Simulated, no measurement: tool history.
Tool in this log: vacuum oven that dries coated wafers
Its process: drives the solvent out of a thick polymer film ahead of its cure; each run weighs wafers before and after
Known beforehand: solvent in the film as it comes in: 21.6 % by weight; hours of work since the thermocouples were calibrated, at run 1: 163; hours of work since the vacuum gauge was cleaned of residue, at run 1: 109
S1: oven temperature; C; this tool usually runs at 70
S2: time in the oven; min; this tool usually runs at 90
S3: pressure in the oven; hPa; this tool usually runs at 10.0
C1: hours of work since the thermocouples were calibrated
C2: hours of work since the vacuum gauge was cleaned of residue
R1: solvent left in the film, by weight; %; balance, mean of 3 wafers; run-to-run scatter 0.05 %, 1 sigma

{"run": 1, "hour": 0.0, "S1": 70, "S2": 90, "S3": 10.0, "C1": 163, "C2": 109, "R1": 3.89}
{"run": 2, "hour": 15.5, "S1": 70, "S2": 90, "S3": 10.0, "C1": 170, "C2": 116, "R1": 3.92}
{"run": 3, "hour": 25.9, "S1": 70, "S2": 90, "S3": 10.0, "C1": 174, "C2": 120, "R1": 3.98}
{"run": 4, "hour": 34.9, "S1": 70, "S2": 90, "S3": 10.0, "C1": 179, "C2": 124, "R1": 3.99}
{"run": 5, "hour": 46.9, "S1": 70, "S2": 90, "S3": 10.0, "C1": 184, "C2": 130, "R1": 3.93}
{"run": 6, "hour": 65.9, "S1": 70, "S2": 90, "S3": 10.0, "C1": 193, "C2": 139, "R1": 3.96}
{"run": 7, "hour": 87.9, "S1": 70, "S2": 90, "S3": 26.3, "C1": 203, "C2": 149, "R1": 4.75}
{"run": 8, "hour": 97.3, "S1": 70, "S2": 90, "S3": 26.3, "C1": 207, "C2": 153, "R1": 4.7}
{"run": 9, "hour": 118.8, "S1": 70, "S2": 90, "S3": 26.3, "C1": 217, "C2": 163, "R1": 4.75}
{"run": 10, "hour": 134.7, "S1": 63, "S2": 90, "S3": 10.0, "C1": 224, "C2": 170, "R1": 6.13}
{"run": 11, "hour": 149.7, "S1": 63, "S2": 90, "S3": 10.0, "C1": 231, "C2": 177, "R1": 6.1}
{"run": 12, "hour": 159.2, "S1": 70, "S2": 90, "S3": 10.0, "C1": 235, "C2": 181, "R1": 3.95}
{"run": 13, "hour": 171.0, "S1": 70, "S2": 90, "S3": 10.0, "C1": 241, "C2": 186, "R1": 4.03}
{"run": 14, "hour": 188.6, "S1": 70, "S2": 90, "S3": 22.5, "C1": 249, "C2": 195, "R1": 4.52}
{"run": 15, "hour": 204.2, "S1": 70, "S2": 90, "S3": 22.5, "C1": 256, "C2": 202, "R1": 4.57}
{"run": 16, "hour": 214.7, "S1": 70, "S2": 90, "S3": 10.0, "C1": 260, "C2": 206, "R1": 4.09}
{"run": 17, "hour": 225.4, "S1": 79, "S2": 90, "S3": 31.9, "C1": 265, "C2": 211, "R1": 2.7}
{"run": 18, "hour": 239.6, "S1": 79, "S2": 90, "S3": 31.9, "C1": 272, "C2": 218, "R1": 2.62}
{"run": 19, "hour": 257.4, "S1": 66, "S2": 90, "S3": 13.0, "C1": 280, "C2": 226, "R1": 5.3}
{"run": 20, "hour": 273.2, "S1": 70, "S2": 51, "S3": 10.0, "C1": 287, "C2": 233, "R1": 7.59}
{"run": 21, "hour": 289.1, "S1": 70, "S2": 136, "S3": 10.0, "C1": 294, "C2": 240, "R1": 2.18}
{"run": 22, "hour": 306.2, "S1": 77, "S2": 90, "S3": 7.9, "C1": 302, "C2": 248, "R1": 2.32}

What does the tool deliver on the next run?
{"run": 23, "hour": 327.3, "S1": 74, "S2": 90, "S3": 5.6, "C1": 312, "C2": 258, "R1": "?"}

R1: 2.83 %
On a tool with no hidden condition, and with the same random variation, this run would have come out at R1 2.64 %.
